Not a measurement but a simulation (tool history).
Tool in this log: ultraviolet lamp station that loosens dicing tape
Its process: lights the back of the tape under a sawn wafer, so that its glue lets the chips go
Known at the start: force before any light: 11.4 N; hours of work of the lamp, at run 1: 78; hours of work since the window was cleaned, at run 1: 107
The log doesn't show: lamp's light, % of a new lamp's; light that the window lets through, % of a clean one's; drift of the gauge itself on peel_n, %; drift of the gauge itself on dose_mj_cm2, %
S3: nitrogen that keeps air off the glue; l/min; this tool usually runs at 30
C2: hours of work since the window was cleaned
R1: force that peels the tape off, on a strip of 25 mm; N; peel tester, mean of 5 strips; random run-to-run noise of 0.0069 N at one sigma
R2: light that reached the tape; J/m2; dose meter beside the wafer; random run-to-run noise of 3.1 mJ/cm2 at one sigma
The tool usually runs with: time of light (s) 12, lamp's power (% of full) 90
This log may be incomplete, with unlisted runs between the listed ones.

Run 1, hour 0.0: usual settings; hours of work of the lamp 78; C2 107. Result: R1 0.291 N, R2 4370 J/m2.
Run 2, hour 19.0: usual settings; hours of work of the lamp 88; C2 118. Result: R1 0.299 N, R2 4380 J/m2.
Run 3, hour 40.5: usual settings but lamp's power (% of full) 83; hours of work of the lamp 100; C2 129. Result: R1 0.388 N, R2 3960 J/m2.
Run 4, hour 72.0: usual settings but lamp's power (% of full) 74; hours of work of the lamp 117; C2 146. Result: R1 0.524 N, R2 3470 J/m2.
Run 5, hour 115.4: usual settings but time of light (s) 16; hours of work of the lamp 140; C2 169. Result: R1 0.180 N, R2 5550 J/m2.
Run 6, hour 140.3: usual settings but time of light (s) 16; hours of work of the lamp 153; C2 182. Result: R1 0.193 N, R2 5520 J/m2.
Run 7, hour 168.7: usual settings but time of light (s) 16; hours of work of the lamp 169; C2 198. Result: R1 0.188 N, R2 5460 J/m2.
Run 8, hour 201.0: usual settings but time of light (s) 16; hours of work of the lamp 186; C2 215. Result: R1 0.185 N, R2 5400 J/m2.
Run 9, hour 229.6: usual settings but S3 35 l/min; hours of work of the lamp 201; C2 230. Result: R1 0.326 N, R2 4030 J/m2.
Run 10, hour 268.2: usual settings but time of light (s) 17; hours of work of the lamp 222; C2 251. Result: R1 0.183 N, R2 5540 J/m2.
Run 11, hour 298.8: usual settings but time of light (s) 17; hours of work of the lamp 238; C2 267. Result: R1 0.187 N, R2 5480 J/m2.
At hour 303.4: window cleaned of glue's vapour.
Run 12, hour 317.6: usual settings but time of light (s) 17; hours of work of the lamp 248; C2 8. Result: R1 0.222 N, R2 5060 J/m2.
Run 13, hour 357.1: usual settings but time of light (s) 20; hours of work of the lamp 269; C2 29. Result: R1 0.167 N, R2 5770 J/m2.
Run 14, hour 398.4: usual settings but time of light (s) 20; hours of work of the lamp 291; C2 51. Result: R1 0.181 N, R2 5670 J/m2.
Run 15, hour 418.9: usual settings but time of light (s) 9; hours of work of the lamp 302; C2 62. Result: R1 1.129 N, R2 2510 J/m2.
Run 16, hour 442.5: usual settings but time of light (s) 9; hours of work of the lamp 315; C2 74. Result: R1 1.191 N, R2 2570 J/m2.
At hour 460.4: window cleaned of glue's vapour, once more.
Run 17, hour 482.7: usual settings; hours of work of the lamp 336; C2 12. Result: R1 0.320 N, R2 4240 J/m2.
Run 18, hour 502.8: usual settings; hours of work of the lamp 347; C2 23. Result: R1 0.321 N, R2 4180 J/m2.
Run 19, hour 540.3: usual settings but time of light (s) 11, lamp's power (% of full) 64, S3 29 l/min; hours of work of the lamp 367; C2 43. Result: R1 1.014 N, R2 2650 J/m2.
Run 20, hour 583.7: usual settings but time of light (s) 11, lamp's power (% of full) 64, S3 29 l/min; hours of work of the lamp 390; C2 66. Result: R1 1.037 N, R2 2660 J/m2.
Run 21, hour 624.8: usual settings but time of light (s) 6, lamp's power (% of full) 78; hours of work of the lamp 412; C2 88. Result: R1 2.241 N, R2 1730 J/m2.
Run 22, hour 666.4: usual settings but time of light (s) 22, lamp's power (% of full) 75, S3 14 l/min; hours of work of the lamp 435; C2 110. Result: R1 0.285 N, R2 5970 J/m2.
Run 23, hour 703.3: usual settings but S3 44 l/min; hours of work of the lamp 455; C2 130. Result: R1 0.303 N, R2 3880 J/m2.
Run 24, hour 733.0: usual settings but S3 44 l/min; hours of work of the lamp 470; C2 146. Result: R1 0.315 N, R2 3800 J/m2.
Run 25, hour 777.1: usual settings but time of light (s) 11, S3 21 l/min; hours of work of the lamp 494; C2 170. Result: R1 0.769 N, R2 3400 J/m2.
Run 26, hour 802.4: usual settings but time of light (s) 11, lamp's power (% of full) 87, S3 15 l/min; hours of work of the lamp 508; C2 183. Result: R1 1.146 N, R2 3220 J/m2.
Run 27, hour 837.7: usual settings but time of light (s) 16, lamp's power (% of full) 64, S3 14 l/min; hours of work of the lamp 526; C2 202. Result: R1 1.132 N, R2 3410 J/m2.
Run 28, hour 874.0: usual settings but time of light (s) 18, lamp's power (% of full) 77, S3 15 l/min; hours of work of the lamp 546; C2 222. Result: R1 0.520 N, R2 4550 J/m2.
Run 29, hour 898.8: usual settings but time of light (s) 7, lamp's power (% of full) 92, S3 17 l/min; hours of work of the lamp 559; C2 235. Result: R1 2.378 N, R2 2120 J/m2.
Run 30, hour 924.8: usual settings but time of light (s) 7, lamp's power (% of full) 92, S3 17 l/min; hours of work of the lamp 573; C2 249. Result: R1 2.371 N, R2 2100 J/m2.
Run 31, hour 959.5: usual settings but time of light (s) 11, lamp's power (% of full) 83, S3 11 l/min; hours of work of the lamp 592; C2 267. Result: R1 1.856 N, R2 2880 J/m2.
At hour 976.5: window cleaned of glue's vapour.
Run 32, hour 1001.0: usual settings but time of light (s) 9, lamp's power (% of full) 69, S3 24 l/min; hours of work of the lamp 614; C2 13. Result: R1 1.771 N, R2 2220 J/m2.
Run 33, hour 1035.8: usual settings but time of light (s) 18, lamp's power (% of full) 60; hours of work of the lamp 632; C2 32. Result: R1 0.412 N, R2 3810 J/m2.
Run 34, hour 1056.0: usual settings but time of light (s) 18, lamp's power (% of full) 60; hours of work of the lamp 643; C2 43. Result: R1 0.427 N, R2 3830 J/m2.
Run 35, hour 1094.3: usual settings but time of light (s) 23, lamp's power (% of full) 60, S3 10 l/min; hours of work of the lamp 664; C2 63. Result: R1 0.725 N, R2 4750 J/m2.
Run 36, hour 1112.5: usual settings but lamp's power (% of full) 72, S3 11 l/min; hours of work of the lamp 673; C2 73. Result: R1 1.830 N, R2 2940 J/m2.

Forecast each of these 3 alternatives for the next run:
Run A, hour 1154.4: usual settings but time of light (s) 15, lamp's power (% of full) 72, S3 42 l/min; hours of work of the lamp 696; C2 95. Result: R1 ?, R2 ?.
Run B, hour 1154.4: usual settings but time of light (s) 18, lamp's power (% of full) 72, S3 32 l/min; hours of work of the lamp 696; C2 95. Result: R1 ?, R2 ?.
Run C, hour 1154.4: usual settings but lamp's power (% of full) 77, S3 11 l/min; hours of work of the lamp 696; C2 95. Result: R1 ?, R2 ?.

run     R1    R2
  A  0.375  3610
  B  0.282  4330
  C  1.618  3080
With no hidden state in the tool, these same runs would have given:
run     R1    R2
  A  0.193  4840
  B  0.156  5790
  C  0.877  4130

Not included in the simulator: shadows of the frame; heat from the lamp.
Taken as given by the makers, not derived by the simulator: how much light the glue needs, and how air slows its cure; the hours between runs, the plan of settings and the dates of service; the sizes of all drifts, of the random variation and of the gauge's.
